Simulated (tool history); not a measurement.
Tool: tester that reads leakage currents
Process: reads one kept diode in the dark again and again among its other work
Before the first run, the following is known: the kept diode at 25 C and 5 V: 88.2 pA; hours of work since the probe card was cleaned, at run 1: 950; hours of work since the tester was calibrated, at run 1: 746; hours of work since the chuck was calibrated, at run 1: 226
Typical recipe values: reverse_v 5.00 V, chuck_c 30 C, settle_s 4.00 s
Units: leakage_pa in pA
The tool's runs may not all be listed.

run   hour  reverse_v  chuck_c  settle_s  hours of work since the probe card was cleaned  hours of work since the tester was calibrated  hours of work since the chuck was calibrated  leakage_pa
  1    0.0       5.00       30      4.00                                             950                                            746                                           226      137.56
  2   29.3       5.00       30      4.00                                             969                                            765                                           245      137.96
  3   54.7       5.00       30      4.00                                             985                                            781                                           261      137.22
  4   70.8       5.00       32      4.00                                             995                                            791                                           271      161.85
  5   93.2       5.00       32      4.00                                            1009                                            805                                           285      161.07
  6  109.3       5.00       32      4.00                                            1019                                            815                                           295      161.94
  7  131.6       5.00       30      2.22                                            1033                                            829                                           309      136.30
  8  156.6       5.00       30      2.22                                            1049                                            845                                           325      137.40
  9  177.0       5.00       30      2.22                                            1062                                            858                                           338      136.21
 10  208.5       5.00       30      2.22                                            1082                                            878                                           358      136.66
 11  222.0       5.00       30      2.22                                            1090                                            886                                           366      135.83
 12  236.0       5.00       30      2.22                                            1099                                            895                                           375      136.21
 13  257.7       5.00       30      2.22                                            1113                                            909                                           389      136.37
 14  278.9       5.00       30      5.74                                            1126                                            922                                           402      135.94
 15  301.7      16.89       30      4.00                                            1140                                            937                                           416      258.61
 16  321.3      16.89       30      4.00                                            1153                                            949                                           429      256.94
 17  349.8       5.00       30      7.59                                            1171                                            967                                           447      135.02
 18  366.1       5.00       30      4.00                                            1181                                            977                                           457      134.69
 19  384.1       5.00       30      4.00                                            1192                                            989                                           468      135.05
 20  403.5       5.00       30      4.00                                            1205                                           1001                                           481      134.96
 21  423.5      10.16       46      6.47                                            1217                                           1014                                           493      691.58
 22  442.7       2.39       38      0.73                                            1229                                           1026                                           505      177.53
 23  469.3       2.39       38      0.73                                            1246                                           1043                                           522      177.11
 24  497.3       2.39       38      0.73                                            1264                                           1060                                           540      176.78
 25  511.7       2.39       38      0.73                                            1273                                           1069                                           549      176.59
 26  534.4       4.42       49      4.00                                            1287                                           1084                                           563      566.33
 27  558.9      18.65       21      0.74                                            1303                                           1099                                           579      141.72
 28  572.8       4.36       29      4.00                                            1312                                           1108                                           588      115.21
 29  592.7       4.36       29      4.00                                            1324                                           1120                                           600      114.65
 30  611.4       4.36       29      4.00                                            1336                                           1132                                           612      114.86
 31  627.9       3.31       24      4.00                                            1346                                           1143                                           622       65.60
 32  650.0       6.69       46      1.48                                            1360                                           1157                                           636      548.68
 33  670.5       2.16       46      1.48                                            1373                                           1169                                           649      311.71
 34  695.6       2.47       32      5.35                                            1389                                           1185                                           665      108.18
 35  718.2       8.56       35      1.70                                            1403                                           1200                                           679      262.33
 36  737.4       8.56       33      0.36                                            1415                                           1212                                           691      227.17
 37  758.0       5.52       37      0.36                                            1428                                           1225                                           704      246.88
 38  787.6      16.77       39      4.00                                            1447                                           1243                                           723      509.17
 39  814.4      16.77       39      4.00                                            1464                                           1260                                           740      504.51
 40  843.3       3.28       30      7.05                                            1482                                           1279                                           758      105.54

Subtracting, for every run, the result it would have given without the tool's unlogged condition from the measured result gives the following. The same run-to-run variation enters both numbers; the gauge's scatter may not:
Hidden conditions of the tool in this case: stray current of the dirty probe card, pA a volt; current scale over the true one, %; true chuck temperature over the reading, C; drift of the gauge itself on leakage_pa, %.
run  leakage_pa
  1       +0.78
  2       +0.56
  3       +0.36
  4       -0.81
  5       -1.01
  6       -1.19
  7       -0.23
  8       -0.43
  9       -0.56
 10       -0.77
 11       -0.88
 12       -0.98
 13       -1.14
 14       -1.26
 15       +8.77
 16       +8.57
 17       -1.76
 18       -1.85
 19       -2.00
 20       -2.15
 21      -32.58
 22       -9.61
 23       -9.91
 24      -10.29
 25      -10.45
 26      -37.25
 27      +20.55
 28       -2.83
 29       -2.92
 30       -3.04
 31       -0.46
 32      -37.38
 33      -24.82
 34       -6.43
 35      -10.30
 36       -6.85
 37      -14.89
 38      -20.36
 39      -20.85
 40       -5.69
